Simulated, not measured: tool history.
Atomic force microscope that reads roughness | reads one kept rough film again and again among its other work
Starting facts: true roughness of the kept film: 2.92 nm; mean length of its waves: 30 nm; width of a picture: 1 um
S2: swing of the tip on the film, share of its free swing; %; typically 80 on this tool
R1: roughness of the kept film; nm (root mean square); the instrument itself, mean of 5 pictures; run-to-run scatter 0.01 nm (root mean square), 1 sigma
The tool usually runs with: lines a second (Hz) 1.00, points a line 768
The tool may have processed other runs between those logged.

Run 1, day 0.000: usual settings. Result: R1 2.421 nm (root mean square).
Run 2, day 2.554: usual settings. Result: R1 2.393 nm (root mean square).
Run 3, day 3.883: usual settings but lines a second (Hz) 1.65. Result: R1 2.264 nm (root mean square).
Run 4, day 6.775: usual settings but lines a second (Hz) 1.65. Result: R1 2.283 nm (root mean square).
Run 5, day 8.838: usual settings but lines a second (Hz) 1.65. Result: R1 2.280 nm (root mean square).
Run 6, day 10.600: usual settings but lines a second (Hz) 1.65. Result: R1 2.270 nm (root mean square).
Run 7, day 12.317: usual settings but lines a second (Hz) 1.65. Result: R1 2.266 nm (root mean square).
Run 8, day 14.279: usual settings but lines a second (Hz) 1.65. Result: R1 2.271 nm (root mean square).
Run 9, day 15.971: usual settings but lines a second (Hz) 1.65. Result: R1 2.262 nm (root mean square).
Run 10, day 18.529: usual settings but lines a second (Hz) 1.65. Result: R1 2.256 nm (root mean square).
Run 11, day 19.775: usual settings but lines a second (Hz) 3.24. Result: R1 1.987 nm (root mean square).
Run 12, day 21.075: usual settings but lines a second (Hz) 3.24. Result: R1 1.958 nm (root mean square).
Run 13, day 23.662: usual settings but lines a second (Hz) 0.69. Result: R1 2.493 nm (root mean square).
Run 14, day 25.283: usual settings but lines a second (Hz) 0.50. Result: R1 2.537 nm (root mean square).
Run 15, day 26.850: usual settings but lines a second (Hz) 0.50. Result: R1 2.517 nm (root mean square).
Run 16, day 28.121: usual settings but S2 75 %. Result: R1 2.475 nm (root mean square).
Run 17, day 30.875: usual settings but S2 60 %. Result: R1 2.578 nm (root mean square).
Run 18, day 33.721: usual settings but S2 75 %, points a line 339. Result: R1 2.425 nm (root mean square).
Run 19, day 35.279: usual settings but S2 75 %, points a line 339. Result: R1 2.461 nm (root mean square).
Run 20, day 37.442: usual settings but S2 74 %, points a line 781. Result: R1 2.500 nm (root mean square).
Run 21, day 39.079: usual settings but lines a second (Hz) 0.77, S2 71 %, points a line 353. Result: R1 2.514 nm (root mean square).
Run 22, day 41.046: usual settings but lines a second (Hz) 1.55, S2 59 %. Result: R1 2.547 nm (root mean square).
Run 23, day 43.792: usual settings but lines a second (Hz) 2.17, S2 55 %. Result: R1 2.547 nm (root mean square).
Run 24, day 46.700: usual settings but lines a second (Hz) 2.08, S2 68 %, points a line 529. Result: R1 2.382 nm (root mean square).
Run 25, day 48.008: usual settings but lines a second (Hz) 0.79, S2 68 %, points a line 529. Result: R1 2.565 nm (root mean square).
Run 26, day 50.979: usual settings but lines a second (Hz) 0.79, S2 68 %, points a line 529. Result: R1 2.523 nm (root mean square).
Run 27, day 53.417: usual settings but lines a second (Hz) 0.79, S2 68 %, points a line 529. Result: R1 2.541 nm (root mean square).
Run 28, day 56.133: usual settings but lines a second (Hz) 0.77, S2 66 %, points a line 739. Result: R1 2.575 nm (root mean square).
Run 29, day 58.096: usual settings but lines a second (Hz) 1.05, points a line 804. Result: R1 2.384 nm (root mean square).
Run 30, day 60.842: usual settings but lines a second (Hz) 1.05, points a line 804. Result: R1 2.406 nm (root mean square).
Run 31, day 63.704: usual settings but lines a second (Hz) 1.32, points a line 820. Result: R1 2.346 nm (root mean square).
Run 32, day 65.988: usual settings but lines a second (Hz) 1.32, points a line 820. Result: R1 2.355 nm (root mean square).
Run 33, day 68.167: usual settings but lines a second (Hz) 1.32, points a line 820. Result: R1 2.339 nm (root mean square).

Withheld: 16 entries from between the runs. Position of each, and hidden state at the listed run before versus the listed run after:
After run 3, before run 4: new tip fitted (day 4.225)
  no hidden state differs between the two runs
After run 4, before run 5: new tip fitted (day 8.612)
  radius of the tip, nm: 7.1 -> 7
After run 7, before run 8: new tip fitted (day 12.829)
  radius of the tip, nm: 7.2 -> 7.1
After run 9, before run 10: new tip fitted (day 17.067)
  no hidden state differs between the two runs
After run 12, before run 13: new tip fitted (day 21.300)
  radius of the tip, nm: 7.2 -> 7.1
After run 14, before run 15: new tip fitted (day 25.646)
  no hidden state differs between the two runs
After run 16, before run 17: new tip fitted (day 29.962)
  radius of the tip, nm: 7.1 -> 7
After run 18, before run 19: new tip fitted (day 34.262)
  radius of the tip, nm: 7.2 -> 7
After run 20, before run 21: new tip fitted (day 38.562)
  radius of the tip, nm: 7.1 -> 7
After run 22, before run 23: new tip fitted (day 42.875)
  radius of the tip, nm: 7.1 -> 7
After run 24, before run 25: new tip fitted (day 47.204)
  radius of the tip, nm: 7.2 -> 7
After run 26, before run 27: new tip fitted (day 51.438)
  radius of the tip, nm: 7.2 -> 7.1
After run 27, before run 28: new tip fitted (day 55.662)
  radius of the tip, nm: 7.1 -> 7
After run 29, before run 30: new tip fitted (day 59.908)
  radius of the tip, nm: 7.1 -> 7
After run 31, before run 32: new tip fitted (day 64.154); height scale calibrated on a step standard (day 64.675)
  height scale over the true one, %: -0.02 -> 0
